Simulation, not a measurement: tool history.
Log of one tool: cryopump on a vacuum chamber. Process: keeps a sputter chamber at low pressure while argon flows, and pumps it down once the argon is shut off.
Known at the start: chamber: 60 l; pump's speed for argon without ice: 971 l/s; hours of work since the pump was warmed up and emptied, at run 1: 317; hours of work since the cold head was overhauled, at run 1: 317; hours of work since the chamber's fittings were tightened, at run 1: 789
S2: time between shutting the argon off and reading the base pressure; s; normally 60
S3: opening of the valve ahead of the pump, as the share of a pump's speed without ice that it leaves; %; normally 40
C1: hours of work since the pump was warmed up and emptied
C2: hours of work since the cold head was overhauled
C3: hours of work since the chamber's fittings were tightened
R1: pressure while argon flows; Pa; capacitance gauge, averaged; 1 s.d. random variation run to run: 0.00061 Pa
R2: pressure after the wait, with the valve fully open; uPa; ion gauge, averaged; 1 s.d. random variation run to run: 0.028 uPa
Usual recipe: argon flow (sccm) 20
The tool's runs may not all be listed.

Run 1, hour 0: usual settings; C1 317; C2 317; C3 789. Result: R1 0.09 Pa, R2 2 uPa.
Run 2, hour 19.8: usual settings; C1 328; C2 328; C3 800. Result: R1 0.0909 Pa, R2 2 uPa.
Run 3, hour 42.5: usual settings; C1 341; C2 341; C3 813. Result: R1 0.0909 Pa, R2 1.98 uPa.
Run 4, hour 62.2: usual settings; C1 353; C2 353; C3 824. Result: R1 0.0899 Pa, R2 1.97 uPa.
Run 5, hour 83.9: usual settings but S2 174 s; C1 365; C2 365; C3 837. Result: R1 0.0902 Pa, R2 1.37 uPa.
Run 6, hour 95.7: usual settings but S2 174 s; C1 372; C2 372; C3 843. Result: R1 0.09 Pa, R2 1.34 uPa.
Run 7, hour 114.5: usual settings; C1 382; C2 382; C3 854. Result: R1 0.0914 Pa, R2 2.01 uPa.
Run 8, hour 124.5: usual settings but argon flow (sccm) 27, S3 53 %; C1 388; C2 388; C3 860. Result: R1 0.0945 Pa, R2 2.03 uPa.
Run 9, hour 135.5: usual settings but argon flow (sccm) 13; C1 394; C2 394; C3 866. Result: R1 0.0593 Pa, R2 2 uPa.
Run 10, hour 153.9: usual settings but argon flow (sccm) 13; C1 405; C2 405; C3 877. Result: R1 0.0591 Pa, R2 2.03 uPa.
Run 11, hour 176.6: usual settings but argon flow (sccm) 10; C1 418; C2 418; C3 890. Result: R1 0.0459 Pa, R2 2.09 uPa.
Run 12, hour 189.1: usual settings but argon flow (sccm) 10; C1 425; C2 425; C3 897. Result: R1 0.0454 Pa, R2 2.04 uPa.
Run 13, hour 205.3: usual settings but argon flow (sccm) 17, S2 24 s, S3 18 %; C1 434; C2 434; C3 906. Result: R1 0.1685 Pa, R2 3.56 uPa.

The logged runs with the hidden state left out (each run's random variation unchanged):
The tool's hidden condition here consists of: pump's speed, % of a pump's without ice; cold plate's temperature, K; leak into the chamber, uPa l/s; drift of the gauge itself on working_pa, %; drift of the gauge itself on base_upa, %.
run      R1    R2
  1  0.0866  1.34
  2  0.0874  1.34
  3  0.0873  1.32
  4  0.0861  1.29
  5  0.0863  0.68
  6  0.0861  0.65
  7  0.0873  1.32
  8  0.0891  1.31
  9  0.0566  1.28
 10  0.0563  1.31
 11  0.0437  1.34
 12  0.0431   1.3
 13  0.1646   2.8
